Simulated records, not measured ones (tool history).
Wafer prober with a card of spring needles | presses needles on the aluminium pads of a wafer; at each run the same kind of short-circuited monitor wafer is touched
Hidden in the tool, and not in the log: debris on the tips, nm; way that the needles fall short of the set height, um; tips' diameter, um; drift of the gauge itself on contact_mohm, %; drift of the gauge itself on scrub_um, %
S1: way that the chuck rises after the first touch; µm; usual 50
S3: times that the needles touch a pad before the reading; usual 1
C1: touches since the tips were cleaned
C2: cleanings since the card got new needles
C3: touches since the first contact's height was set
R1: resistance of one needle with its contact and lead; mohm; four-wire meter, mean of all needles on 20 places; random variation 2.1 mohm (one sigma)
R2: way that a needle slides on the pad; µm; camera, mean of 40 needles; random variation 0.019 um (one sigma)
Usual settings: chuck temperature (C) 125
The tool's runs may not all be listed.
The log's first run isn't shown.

{"hour": 39.1, "done": "tips cleaned on abrasive film"}
{"run": 2, "hour": 80.6, "S1": 50, "chuck temperature (C)": 125, "S3": 1, "C1": 7479, "C2": 61, "C3": 27921, "R1": 371, "R2": 6.29}
{"hour": 87.1, "done": "tips cleaned on abrasive film"}
{"hour": 134.4, "done": "tips cleaned on abrasive film"}
{"run": 3, "hour": 134.4, "S1": 50, "chuck temperature (C)": 125, "S3": 1, "C1": 0, "C2": 63, "C3": 37576, "R1": 251, "R2": 6.3}
{"hour": 181.9, "done": "tips cleaned on abrasive film"}
{"run": 4, "hour": 200.5, "S1": 50, "chuck temperature (C)": 125, "S3": 1, "C1": 3357, "C2": 64, "C3": 49461, "R1": 316, "R2": 6.28}
{"hour": 231.4, "done": "tips cleaned on abrasive film"}
{"run": 5, "hour": 270.5, "S1": 50, "chuck temperature (C)": 125, "S3": 1, "C1": 7040, "C2": 65, "C3": 62042, "R1": 345, "R2": 6.29}
{"hour": 281.5, "done": "tips cleaned on abrasive film"}
{"hour": 330.0, "done": "tips cleaned on abrasive film"}
{"run": 6, "hour": 338.6, "S1": 50, "chuck temperature (C)": 125, "S3": 1, "C1": 1543, "C2": 67, "C3": 74272, "R1": 287, "R2": 6.3}
{"hour": 371.6, "done": "tips cleaned on abrasive film, once more"}
{"run": 7, "hour": 387.0, "S1": 50, "chuck temperature (C)": 125, "S3": 3, "C1": 2776, "C2": 68, "C3": 82971, "R1": 268, "R2": 6.27}
{"hour": 418.5, "done": "tips cleaned on abrasive film"}
{"hour": 467.5, "done": "tips cleaned on abrasive film"}
{"run": 8, "hour": 469.0, "S1": 50, "chuck temperature (C)": 125, "S3": 1, "C1": 258, "C2": 70, "C3": 97698, "R1": 255, "R2": 6.2}
{"hour": 516.2, "done": "tips cleaned on abrasive film"}
{"run": 9, "hour": 536.7, "S1": 50, "chuck temperature (C)": 125, "S3": 1, "C1": 3697, "C2": 71, "C3": 109876, "R1": 323, "R2": 6.19}
{"hour": 565.9, "done": "tips cleaned on abrasive film"}
{"run": 10, "hour": 600.8, "S1": 50, "chuck temperature (C)": 62, "S3": 1, "C1": 6280, "C2": 72, "C3": 121404, "R1": 345, "R2": 6.22}
{"hour": 614.0, "done": "tips cleaned on abrasive film"}
{"hour": 661.0, "done": "tips cleaned on abrasive film"}
{"run": 11, "hour": 670.4, "S1": 61, "chuck temperature (C)": 125, "S3": 1, "C1": 1702, "C2": 74, "C3": 133906, "R1": 269, "R2": 7.56}
{"hour": 706.6, "done": "tips cleaned on abrasive film"}
{"hour": 752.1, "done": "tips cleaned on abrasive film"}
{"run": 12, "hour": 754.3, "S1": 50, "chuck temperature (C)": 125, "S3": 1, "C1": 398, "C2": 76, "C3": 148973, "R1": 266, "R2": 6.1}
{"hour": 803.4, "done": "tips cleaned on abrasive film"}
{"run": 13, "hour": 827.3, "S1": 50, "chuck temperature (C)": 125, "S3": 3, "C1": 4300, "C2": 77, "C3": 162105, "R1": 273, "R2": 6.14}
{"hour": 850.9, "done": "tips cleaned on abrasive film"}
{"run": 14, "hour": 894.4, "S1": 50, "chuck temperature (C)": 60, "S3": 1, "C1": 7844, "C2": 78, "C3": 174177, "R1": 359, "R2": 6.13}
{"hour": 898.2, "done": "tips cleaned on abrasive film"}
{"run": 15, "hour": 935.8, "S1": 50, "chuck temperature (C)": 95, "S3": 1, "C1": 6770, "C2": 79, "C3": 181605, "R1": 357, "R2": 6.11}
{"hour": 949.3, "done": "tips cleaned on abrasive film"}
{"hour": 985.9, "done": "height of the first contact set anew"}
{"run": 16, "hour": 985.9, "S1": 58, "chuck temperature (C)": 125, "S3": 1, "C1": 6539, "C2": 80, "C3": 0, "R1": 315, "R2": 7.34}
{"hour": 997.5, "done": "tips cleaned on abrasive film"}
{"hour": 1046.1, "done": "tips cleaned on abrasive film"}
{"run": 17, "hour": 1061.5, "S1": 40, "chuck temperature (C)": 71, "S3": 2, "C1": 2778, "C2": 82, "C3": 13588, "R1": 305, "R2": 5.05}
{"hour": 1092.1, "done": "tips cleaned on abrasive film"}
{"run": 18, "hour": 1117.2, "S1": 40, "chuck temperature (C)": 71, "S3": 2, "C1": 4522, "C2": 83, "C3": 23593, "R1": 322, "R2": 5.07}
{"hour": 1141.0, "done": "tips cleaned on abrasive film"}
{"hour": 1187.0, "done": "tips cleaned on abrasive film"}
{"run": 19, "hour": 1197.1, "S1": 40, "chuck temperature (C)": 71, "S3": 2, "C1": 1818, "C2": 85, "C3": 37941, "R1": 286, "R2": 5.0}

Forecast run 20:
{"hour": 1233.2, "done": "tips cleaned on abrasive film"}
{"run": 20, "hour": 1269.1, "S1": 34, "chuck temperature (C)": 27, "S3": 2, "C1": 6467, "C2": 86, "C3": 50900, "R1": "?", "R2": "?"}

{"run 20": {"R1": 393, "R2": 4.24}}
Without the tool's hidden state the same run would have given R1 216 mohm, R2 4.31 µm.
